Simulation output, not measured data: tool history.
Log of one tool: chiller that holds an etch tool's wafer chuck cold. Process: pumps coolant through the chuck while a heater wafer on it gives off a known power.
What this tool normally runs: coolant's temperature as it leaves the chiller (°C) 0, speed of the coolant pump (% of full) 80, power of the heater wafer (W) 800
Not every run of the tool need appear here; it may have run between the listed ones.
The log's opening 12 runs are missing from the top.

| run | day | coolant's temperature as it leaves the chiller (°C) | speed of the coolant pump (% of full) | power of the heater wafer (W) | chuck's temperature once it has settled (°C) | how much warmer the coolant comes back (C) |
|---|---|---|---|---|---|---|
| 13 | 11.154 | 3 | 86 | 800 | 8.62 | 1.95 |
| 14 | 12.496 | 3 | 86 | 800 | 8.8 | 1.98 |
| 15 | 13.1 | 7 | 80 | 800 | 13.05 | 2.15 |
| 16 | 13.933 | 7 | 80 | 800 | 13.1 | 2.1 |
| 17 | 15.125 | -9 | 64 | 1058 | 0.43 | 3.55 |
| 18 | 15.758 | -5 | 88 | 787 | 0.52 | 1.85 |
| 19 | 16.95 | 1 | 69 | 450 | 4.79 | 1.4 |
| 20 | 18.229 | -6 | 82 | 411 | -3.06 | 1.07 |
| 21 | 19.138 | -6 | 82 | 411 | -3 | 1.06 |
| 22 | 20.408 | -6 | 82 | 411 | -3.02 | 1.05 |
| 23 | 21.462 | -1 | 80 | 1106 | 7.58 | 2.92 |
| 24 | 22.408 | -8 | 71 | 443 | -4.72 | 1.32 |
| 25 | 23.083 | -8 | 71 | 443 | -4.43 | 1.35 |
| 26 | 24.221 | -8 | 71 | 443 | -4.48 | 1.33 |
| 27 | 25.058 | -8 | 71 | 443 | -4.46 | 1.36 |
| 28 | 25.879 | 7 | 78 | 767 | 12.84 | 2.09 |
| 29 | 26.679 | -3 | 91 | 624 | 1.02 | 1.46 |

Run 30, settings as shown, results not yet in. Your forecast:
| 30 | 27.846 | -3 | 91 | 624 | ? | ? |

{"run 30": {"chuck's temperature once it has settled (°C)": 1.29, "how much warmer the coolant comes back (C)": 1.45}}
Take away the tool's hidden state, keep the run-to-run variation as it was, and the same run would have given chuck's temperature once it has settled (°C) 0.95, how much warmer the coolant comes back (C) 1.44.
